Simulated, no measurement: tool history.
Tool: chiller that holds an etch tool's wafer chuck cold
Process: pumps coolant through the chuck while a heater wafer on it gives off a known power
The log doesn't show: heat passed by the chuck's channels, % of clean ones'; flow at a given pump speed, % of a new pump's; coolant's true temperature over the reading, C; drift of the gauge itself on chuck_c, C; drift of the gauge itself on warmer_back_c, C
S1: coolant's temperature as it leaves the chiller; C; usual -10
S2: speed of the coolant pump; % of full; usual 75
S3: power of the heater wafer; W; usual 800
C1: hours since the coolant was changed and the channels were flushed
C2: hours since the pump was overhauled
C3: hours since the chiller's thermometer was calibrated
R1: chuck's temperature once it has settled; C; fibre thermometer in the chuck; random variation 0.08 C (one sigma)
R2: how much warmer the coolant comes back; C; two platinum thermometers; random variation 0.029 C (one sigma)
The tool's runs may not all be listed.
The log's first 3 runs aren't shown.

run	hour	S1	S2	S3	C1	C2	C3	R1	R2
4	101.7	-10	75	442	3678	1197	2394	-5.67	1.52
5	154.8	-10	75	800	3731	1250	2447	-2.2	2.8
6	202.6	-10	75	800	3779	1298	2495	-2.02	2.83
7	242.1	-10	75	523	3818	1337	2534	-4.75	1.87
8	297.9	-10	75	523	3874	1393	2590	-4.81	1.91
9	364.1	-10	75	523	3940	1459	2656	-4.83	1.86
10	406.8	-10	75	523	3983	1502	2699	-4.76	1.82
11	439.2	-10	75	705	4015	1534	2731	-2.92	2.55
12	475.4	-10	75	705	4052	1571	2768	-2.94	2.53
13	526.3	-10	75	705	4103	1621	2818	-3.05	2.5
14	563.3	-10	75	705	4139	1658	2855	-2.85	2.52
15	599.4	-10	75	705	4176	1694	2892	-2.79	2.54
16	642.7	-14	75	800	4219	1738	2935	-6.12	2.84
17	705.3	-1	61	1050	4281	1800	2997	11.21	4.71
18	751.6	-10	66	430	4328	1847	3044	-5.33	1.77
# hour 771.4: chiller's thermometer calibrated
19	797.2	-10	66	1171	4372	1891	26	2.83	4.78
20	841.3	-12	66	1171	4417	1935	70	0.87	4.82

Forecast run 21:
21	892.1	0	66	1171	4467	1986	121	?	?

{"run 21": {"R1": 12.76, "R2": 4.82}}
Without the tool's hidden state the same run would have given R1 12.75 C, R2 4.81 C.
